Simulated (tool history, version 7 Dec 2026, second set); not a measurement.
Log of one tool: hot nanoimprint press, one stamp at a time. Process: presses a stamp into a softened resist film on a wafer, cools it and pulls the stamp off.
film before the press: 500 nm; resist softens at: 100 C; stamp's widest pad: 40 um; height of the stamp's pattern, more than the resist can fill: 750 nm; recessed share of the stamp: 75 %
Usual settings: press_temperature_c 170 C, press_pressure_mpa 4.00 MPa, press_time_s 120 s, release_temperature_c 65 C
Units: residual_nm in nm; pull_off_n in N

run,hour,press_temperature_c,press_pressure_mpa,press_time_s,release_temperature_c,residual_nm,pull_off_n
1,0.0,170,4.00,120,65,222.1,205
2,10.5,170,4.00,120,65,220.7,211
3,33.9,170,5.97,120,65,188.7,216
4,45.5,170,5.97,120,65,189.0,214
5,67.4,170,3.16,120,65,244.1,225
6,84.2,170,4.00,71,65,270.8,234
7,98.1,170,4.00,71,65,273.1,237
8,119.9,170,4.00,120,65,223.9,237
9,130.9,170,4.00,120,65,223.9,233
# hour 152.9: stamp cleaned and given a new release coat
10,154.0,170,4.00,120,68,223.7,132
11,171.0,170,4.00,120,68,229.3,132
12,192.8,170,4.00,120,68,226.3,140
13,203.6,170,4.00,120,68,229.9,145
14,224.1,170,4.00,82,56,260.8,162
15,246.6,170,3.36,125,65,241.8,154
16,268.0,170,3.36,125,65,244.6,159
17,285.0,170,3.36,125,65,240.4,160
18,305.9,175,4.86,122,65,173.6,168
19,324.7,169,4.00,166,65,212.2,168
20,335.1,172,6.34,164,65,153.8,174
21,346.1,170,2.55,120,67,275.8,173

Run 22 comes next. What will it give?
22,369.7,177,3.46,142,60,?,?

Run 22 gave residual_nm 174.4 nm, pull_off_n 189 N.
Without the tool's hidden state the same run would have given residual_nm 164.3 nm, pull_off_n 142 N.
